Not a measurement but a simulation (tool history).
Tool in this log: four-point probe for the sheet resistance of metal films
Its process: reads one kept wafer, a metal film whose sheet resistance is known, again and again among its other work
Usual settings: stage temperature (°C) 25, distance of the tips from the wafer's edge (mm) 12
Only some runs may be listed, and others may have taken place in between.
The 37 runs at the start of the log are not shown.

run    hour  stage temperature (°C)  distance of the tips from the wafer's edge (mm)  sheet resistance as the instrument gives it (ohm/square)
 38  1319.0                      25                                                9                                                  0.700958
 39  1355.6                      20                                               26                                                  0.700713
 40  1383.7                      20                                               32                                                  0.700417
 41  1414.5                      20                                               32                                                  0.700339
 42  1453.7                      25                                               28                                                  0.699532
 43  1497.8                      29                                               12                                                  0.699208
 44  1531.2                      32                                               71                                                  0.698007
 45  1565.8                      21                                               28                                                  0.699585

Alternative continuations, all from the tool just after run 45; predict every row:
  A  1600.6                      28                                               27                                                         ?
  B  1600.6                      31                                               13                                                         ?
  C  1600.6                      24                                               48                                                         ?
  D  1600.6                      21                                                5                                                         ?

run  sheet resistance as the instrument gives it (ohm/square)
  A                                                  0.698195
  B                                                  0.698113
  C                                                  0.698736
  D                                                  0.703251
With no hidden state in the tool, these same runs would have given:
run  sheet resistance as the instrument gives it (ohm/square)
  A                                                  0.699201
  B                                                  0.699131
  C                                                  0.699726
  D                                                  0.704233
